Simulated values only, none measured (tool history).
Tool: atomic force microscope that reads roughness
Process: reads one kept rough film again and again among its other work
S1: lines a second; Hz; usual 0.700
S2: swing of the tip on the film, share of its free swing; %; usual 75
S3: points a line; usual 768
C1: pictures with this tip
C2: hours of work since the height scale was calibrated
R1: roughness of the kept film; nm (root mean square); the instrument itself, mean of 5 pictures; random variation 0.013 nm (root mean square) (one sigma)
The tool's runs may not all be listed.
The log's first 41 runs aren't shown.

run	hour	S1	S2	S3	C1	C2	R1
42	335.7	0.700	67	362	27	574	3.017
43	344.0	0.700	88	844	46	580	2.872
44	352.7	0.700	80	459	66	587	2.888
45	358.4	0.719	79	293	79	591	2.843
# hour 363.7: new tip fitted
46	367.6	0.719	79	293	9	597	2.971
47	376.9	0.719	79	293	30	604	2.951
48	386.0	0.700	78	614	50	611	2.943
49	397.3	0.700	80	614	76	619	2.862
# hour 403.7: new tip fitted
50	405.5	1.354	64	500	4	625	3.031
51	414.7	1.354	64	500	25	631	2.982
52	422.7	1.977	58	427	43	637	2.931
53	428.0	3.758	59	286	55	641	2.814

4 ways to go on from here, each from the tool as it stands after run 53. What would each give?
A	437.5	0.700	75	733	76	648	?
B	437.5	0.700	60	768	76	648	?
C	437.5	2.424	76	378	76	648	?
D	437.5	0.700	75	342	76	648	?

run	R1
A	2.877
B	2.945
C	2.635
D	2.880
Without the tool's hidden state the same runs would have given:
run	R1
A	3.049
B	3.121
C	2.793
D	3.052
